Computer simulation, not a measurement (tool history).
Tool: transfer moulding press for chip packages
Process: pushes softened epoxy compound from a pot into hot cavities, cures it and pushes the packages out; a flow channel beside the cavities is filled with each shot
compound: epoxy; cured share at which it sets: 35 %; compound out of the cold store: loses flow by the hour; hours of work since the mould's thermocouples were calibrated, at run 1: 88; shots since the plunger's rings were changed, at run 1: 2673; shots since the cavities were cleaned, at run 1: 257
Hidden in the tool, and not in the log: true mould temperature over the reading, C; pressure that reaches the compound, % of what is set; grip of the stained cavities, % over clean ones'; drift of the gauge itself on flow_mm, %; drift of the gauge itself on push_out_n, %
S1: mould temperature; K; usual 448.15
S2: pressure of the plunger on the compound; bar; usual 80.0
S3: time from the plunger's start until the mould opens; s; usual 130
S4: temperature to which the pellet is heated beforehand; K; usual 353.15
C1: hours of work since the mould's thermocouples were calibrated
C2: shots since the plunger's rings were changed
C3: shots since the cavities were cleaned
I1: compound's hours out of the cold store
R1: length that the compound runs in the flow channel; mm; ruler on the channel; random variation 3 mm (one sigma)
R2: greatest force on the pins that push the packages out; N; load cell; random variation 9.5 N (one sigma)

{"run": 1, "day": 0.0, "S1": 448.15, "S2": 80.0, "S3": 130, "S4": 353.15, "C1": 88, "C2": 2673, "C3": 257, "I1": 40.6, "R1": 810, "R2": 565}
{"run": 2, "day": 0.488, "S1": 448.15, "S2": 80.0, "S3": 130, "S4": 353.15, "C1": 93, "C2": 2748, "C3": 332, "I1": 15.8, "R1": 872, "R2": 611}
{"run": 3, "day": 1.246, "S1": 448.15, "S2": 80.0, "S3": 130, "S4": 353.15, "C1": 101, "C2": 2864, "C3": 448, "I1": 13.8, "R1": 872, "R2": 681}
{"day": 1.404, "done": "cavities cleaned with cleaning compound and waxed"}
{"run": 4, "day": 2.317, "S1": 448.15, "S2": 80.0, "S3": 164, "S4": 353.15, "C1": 112, "C2": 3018, "C3": 140, "I1": 35.0, "R1": 814, "R2": 414}
{"run": 5, "day": 3.042, "S1": 448.15, "S2": 80.0, "S3": 164, "S4": 353.15, "C1": 120, "C2": 3129, "C3": 251, "I1": 8.1, "R1": 885, "R2": 469}
{"run": 6, "day": 3.617, "S1": 448.15, "S2": 80.0, "S3": 130, "S4": 353.15, "C1": 126, "C2": 3217, "C3": 339, "I1": 46.8, "R1": 791, "R2": 607}
{"day": 4.529, "done": "cavities cleaned with cleaning compound and waxed"}
{"run": 7, "day": 4.633, "S1": 448.15, "S2": 80.0, "S3": 130, "S4": 353.15, "C1": 136, "C2": 3364, "C3": 16, "I1": 32.2, "R1": 827, "R2": 442}
{"run": 8, "day": 5.742, "S1": 456.15, "S2": 80.0, "S3": 130, "S4": 353.15, "C1": 147, "C2": 3533, "C3": 185, "I1": 12.7, "R1": 850, "R2": 447}
{"run": 9, "day": 6.842, "S1": 448.15, "S2": 80.0, "S3": 130, "S4": 353.15, "C1": 159, "C2": 3702, "C3": 354, "I1": 31.4, "R1": 821, "R2": 623}
{"run": 10, "day": 7.408, "S1": 448.15, "S2": 80.0, "S3": 130, "S4": 353.15, "C1": 165, "C2": 3789, "C3": 441, "I1": 14.7, "R1": 861, "R2": 674}
{"day": 7.612, "done": "cavities cleaned with cleaning compound and waxed"}
{"run": 11, "day": 7.942, "S1": 448.15, "S2": 72.6, "S3": 130, "S4": 353.15, "C1": 170, "C2": 3861, "C3": 50, "I1": 45.6, "R1": 751, "R2": 478}
{"run": 12, "day": 9.008, "S1": 448.15, "S2": 72.6, "S3": 130, "S4": 353.15, "C1": 181, "C2": 4025, "C3": 214, "I1": 26.2, "R1": 798, "R2": 571}
{"run": 13, "day": 9.508, "S1": 448.15, "S2": 80.0, "S3": 130, "S4": 353.15, "C1": 186, "C2": 4102, "C3": 291, "I1": 27.0, "R1": 828, "R2": 626}
{"run": 14, "day": 10.217, "S1": 448.15, "S2": 80.0, "S3": 130, "S4": 353.15, "C1": 194, "C2": 4210, "C3": 399, "I1": 24.5, "R1": 835, "R2": 618}
{"day": 10.667, "done": "cavities cleaned with cleaning compound and waxed"}
{"run": 15, "day": 11.288, "S1": 448.15, "S2": 80.0, "S3": 130, "S4": 353.15, "C1": 204, "C2": 4364, "C3": 95, "I1": 40.1, "R1": 797, "R2": 480}
{"run": 16, "day": 11.921, "S1": 448.15, "S2": 80.4, "S3": 130, "S4": 353.15, "C1": 211, "C2": 4461, "C3": 192, "I1": 30.0, "R1": 824, "R2": 559}
{"run": 17, "day": 12.404, "S1": 440.15, "S2": 72.5, "S3": 131, "S4": 355.15, "C1": 216, "C2": 4535, "C3": 266, "I1": 12.0, "R1": 848, "R2": 1046}
{"run": 18, "day": 13.054, "S1": 440.15, "S2": 72.5, "S3": 131, "S4": 355.15, "C1": 223, "C2": 4635, "C3": 366, "I1": 40.7, "R1": 777, "R2": 1080}
{"run": 19, "day": 13.521, "S1": 445.15, "S2": 96.1, "S3": 131, "S4": 355.15, "C1": 228, "C2": 4707, "C3": 438, "I1": 32.4, "R1": 902, "R2": 779}
{"day": 13.746, "done": "cavities cleaned with cleaning compound and waxed"}
{"run": 20, "day": 14.571, "S1": 448.15, "S2": 65.0, "S3": 130, "S4": 353.15, "C1": 238, "C2": 4858, "C3": 126, "I1": 12.7, "R1": 779, "R2": 521}
{"day": 15.438, "done": "plunger's sealing rings changed"}
{"run": 21, "day": 15.662, "S1": 448.15, "S2": 89.3, "S3": 163, "S4": 353.15, "C1": 248, "C2": 34, "C3": 277, "I1": 38.7, "R1": 879, "R2": 479}
{"run": 22, "day": 16.667, "S1": 448.15, "S2": 89.3, "S3": 163, "S4": 353.15, "C1": 259, "C2": 188, "C3": 431, "I1": 17.9, "R1": 931, "R2": 549}
{"day": 16.921, "done": "cavities cleaned with cleaning compound and waxed"}
{"run": 23, "day": 17.567, "S1": 448.15, "S2": 89.3, "S3": 163, "S4": 353.15, "C1": 268, "C2": 317, "C3": 99, "I1": 29.8, "R1": 901, "R2": 410}
{"run": 24, "day": 18.55, "S1": 444.15, "S2": 80.0, "S3": 130, "S4": 356.15, "C1": 278, "C2": 467, "C3": 249, "I1": 37.5, "R1": 842, "R2": 739}
{"run": 25, "day": 19.562, "S1": 448.15, "S2": 66.9, "S3": 141, "S4": 353.15, "C1": 289, "C2": 623, "C3": 405, "I1": 28.5, "R1": 780, "R2": 563}
{"day": 19.979, "done": "cavities cleaned with cleaning compound and waxed"}
{"run": 26, "day": 20.325, "S1": 448.15, "S2": 66.9, "S3": 141, "S4": 353.15, "C1": 296, "C2": 730, "C3": 53, "I1": 20.9, "R1": 793, "R2": 464}
{"run": 27, "day": 20.875, "S1": 448.15, "S2": 67.3, "S3": 139, "S4": 353.15, "C1": 302, "C2": 814, "C3": 137, "I1": 23.4, "R1": 791, "R2": 500}
{"run": 28, "day": 21.529, "S1": 448.15, "S2": 67.3, "S3": 139, "S4": 361.15, "C1": 309, "C2": 914, "C3": 237, "I1": 15.0, "R1": 811, "R2": 534}

Forecast each of these 3 alternatives for the next run:
{"run": "A", "day": 22.25, "S1": 448.15, "S2": 67.3, "S3": 139, "S4": 353.15, "C1": 316, "C2": 1025, "C3": 348, "I1": 25.7, "R1": "?", "R2": "?"}
{"run": "B", "day": 22.25, "S1": 442.15, "S2": 67.1, "S3": 130, "S4": 357.15, "C1": 316, "C2": 1025, "C3": 348, "I1": 35.0, "R1": "?", "R2": "?"}
{"run": "C", "day": 22.25, "S1": 453.15, "S2": 67.3, "S3": 138, "S4": 348.15, "C1": 316, "C2": 1025, "C3": 348, "I1": 9.6, "R1": "?", "R2": "?"}

run=A R1=789 R2=573
run=B R1=777 R2=934
run=C R1=808 R2=501
Without the tool's hidden state the same runs would have given:
run=A R1=795 R2=385
run=B R1=783 R2=600
run=C R1=814 R2=346
